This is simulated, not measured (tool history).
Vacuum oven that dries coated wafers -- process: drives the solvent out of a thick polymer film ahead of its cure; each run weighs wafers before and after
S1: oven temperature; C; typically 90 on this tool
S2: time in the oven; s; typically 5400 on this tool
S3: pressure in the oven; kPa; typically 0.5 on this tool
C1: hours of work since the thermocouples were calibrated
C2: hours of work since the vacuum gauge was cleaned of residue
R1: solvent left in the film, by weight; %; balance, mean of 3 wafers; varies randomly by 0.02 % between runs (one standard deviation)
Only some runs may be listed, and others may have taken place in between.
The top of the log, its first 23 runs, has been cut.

Run 24, hour 1156.9: usual settings but S3 1.264 kPa; C1 685; C2 1511. Result: R1 1.36 %.
Run 25, hour 1221: usual settings but S3 1.264 kPa; C1 735; C2 1560. Result: R1 1.35 %.
Run 26, hour 1272.7: usual settings but S1 79 C, S2 5040 s; C1 775; C2 1600. Result: R1 3.54 %.
Run 27, hour 1321.4: usual settings but S2 2880 s; C1 812; C2 1638. Result: R1 3.85 %.
At hour 1326: vacuum gauge cleaned of residue and calibrated.
Run 28, hour 1393.8: usual settings but S1 98 C, S2 6240 s; C1 867; C2 52. Result: R1 0.35 %.
Run 29, hour 1443.8: usual settings but S1 98 C, S2 7740 s, S3 0.273 kPa; C1 905; C2 91. Result: R1 0.23 %.
Run 30, hour 1484.2: usual settings but S1 87 C; C1 937; C2 122. Result: R1 1.65 %.
Run 31, hour 1526: usual settings but S1 81 C, S2 5040 s, S3 0.78 kPa; C1 969; C2 154. Result: R1 3.32 %.
Run 32, hour 1575.1: usual settings but S1 81 C, S2 5040 s, S3 0.78 kPa; C1 1007; C2 192. Result: R1 3.3 %.
Run 33, hour 1615.1: usual settings but S1 95 C, S2 2760 s, S3 0.86 kPa; C1 1037; C2 223. Result: R1 3.14 %.
Run 34, hour 1665.4: usual settings but S2 2760 s, S3 1.95 kPa; C1 1076; C2 262. Result: R1 4.7 %.
Run 35, hour 1702.8: usual settings but S1 81 C, S2 8280 s, S3 0.856 kPa; C1 1105; C2 290. Result: R1 1.5 %.
At hour 1731.6: vacuum gauge cleaned of residue and calibrated, once more.
Run 36, hour 1760.8: usual settings but S1 95 C, S2 4020 s, S3 0.758 kPa; C1 1149; C2 22. Result: R1 1.42 %.
Run 37, hour 1825.5: usual settings but S1 87 C, S2 7800 s, S3 0.334 kPa; C1 1198; C2 72. Result: R1 0.61 %.
Run 38, hour 1897: usual settings but S1 94 C, S2 3780 s, S3 1.62 kPa; C1 1254; C2 127. Result: R1 2.13 %.
Run 39, hour 1958.9: usual settings but S1 94 C, S2 3780 s, S3 1.62 kPa; C1 1301; C2 175. Result: R1 2.14 %.
Run 40, hour 2009.4: usual settings but S1 94 C, S2 3780 s, S3 1.62 kPa; C1 1340; C2 214. Result: R1 2.18 %.
Run 41, hour 2044.3: usual settings but S1 78 C; C1 1367; C2 241. Result: R1 3.63 %.
Run 42, hour 2097.6: usual settings but S1 99 C, S2 6360 s, S3 0.86 kPa; C1 1408; C2 282. Result: R1 0.34 %.
Run 43, hour 2146.4: usual settings but S1 99 C, S2 6360 s, S3 0.86 kPa; C1 1446; C2 320. Result: R1 0.35 %.
Run 44, hour 2208.5: usual settings but S1 85 C, S2 8340 s, S3 0.716 kPa; C1 1494; C2 368. Result: R1 0.89 %.
At hour 2221.1: oven's thermocouples calibrated.
Run 45, hour 2275.1: usual settings but S1 80 C, S2 3180 s, S3 1.362 kPa; C1 42; C2 417. Result: R1 5.5 %.

Alternative continuations, all from the tool just after run 45; predict every row:
Run A, hour 2329: usual settings but S1 98 C, S2 9300 s, S3 1.06 kPa; C1 83; C2 459. Result: R1 ?.
Run B, hour 2329: usual settings but S1 78 C, S2 6300 s, S3 0.261 kPa; C1 83; C2 459. Result: R1 ?.
Run C, hour 2329: usual settings but S1 80 C, S2 3180 s, S3 0.359 kPa; C1 83; C2 459. Result: R1 ?.
Run D, hour 2329: usual settings but S1 80 C, S2 3180 s, S3 0.351 kPa; C1 83; C2 459. Result: R1 ?.
Run E, hour 2329: usual settings but S2 4680 s; C1 83; C2 459. Result: R1 ?.

run    R1
  A  0.25
  B  2.02
  C  5.22
  D  5.21
  E  1.24
Had the tool no hidden state, the same runs would have come out as:
run    R1
  A  0.24
  B  2.07
  C  5.32
  D  5.31
  E  1.28
